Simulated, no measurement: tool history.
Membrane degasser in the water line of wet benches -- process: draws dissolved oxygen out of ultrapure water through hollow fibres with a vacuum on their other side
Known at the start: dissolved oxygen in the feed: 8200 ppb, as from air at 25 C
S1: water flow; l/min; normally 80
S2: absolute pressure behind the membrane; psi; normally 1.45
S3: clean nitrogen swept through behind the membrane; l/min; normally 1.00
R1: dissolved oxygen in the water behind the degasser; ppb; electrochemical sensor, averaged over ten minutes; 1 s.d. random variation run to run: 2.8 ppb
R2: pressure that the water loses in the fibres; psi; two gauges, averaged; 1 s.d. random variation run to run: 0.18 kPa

run	hour	S1	S2	S3	R1	R2
1	0.0	80	1.45	1.00	854.9	4.618
2	30.9	80	1.45	1.00	858.9	4.592
3	57.0	80	1.45	1.00	856.9	4.624
4	99.3	66	1.45	1.00	749.3	3.783
5	138.8	80	1.45	0.43	1352.1	4.609
6	159.7	80	1.45	0.43	1345.8	4.559
7	204.9	80	1.68	1.00	1031.1	4.624
# hour 217.0: seals of the vacuum lines changed
8	231.5	80	1.68	1.00	1046.1	4.564
9	258.7	117	1.45	1.00	1134.7	6.711
10	281.2	117	1.45	1.00	1137.8	6.711
11	322.4	117	1.45	1.00	1139.7	6.698
12	372.8	80	1.45	1.88	557.6	4.621
13	405.1	63	3.61	0.75	2358.0	3.578
14	449.0	80	3.35	0.68	2670.6	4.580
15	485.7	64	2.54	0.77	1679.8	3.709
16	513.9	64	2.54	0.77	1689.4	3.681
17	534.3	123	2.58	1.51	1764.0	7.071
18	581.8	80	1.45	0.93	901.9	4.573
19	625.9	95	2.97	0.68	2615.3	5.446
20	649.7	56	1.71	1.00	831.0	3.237
21	687.2	80	1.45	2.82	410.7	4.593
22	734.9	80	1.45	1.68	606.8	4.634
23	755.4	71	1.45	1.00	791.6	4.061
24	799.4	103	1.45	1.00	1032.1	5.945

What if the next run were any one of these 5? Each begins from the tool's condition after run 24:
A	841.8	80	1.45	2.19	?	?
B	841.8	103	2.86	1.00	?	?
C	841.8	108	1.45	1.00	?	?
D	841.8	73	1.45	1.00	?	?
E	841.8	74	2.36	1.00	?	?

run	R1	R2
A	499.6	4.580
B	2173.7	5.938
C	1069.8	6.151
D	807.9	4.190
E	1460.7	4.257
What these runs would have given with no unlogged condition in the tool:
run	R1	R2
A	495.7	4.537
B	2168.6	5.881
C	1062.1	6.093
D	802.9	4.151
E	1456.6	4.218
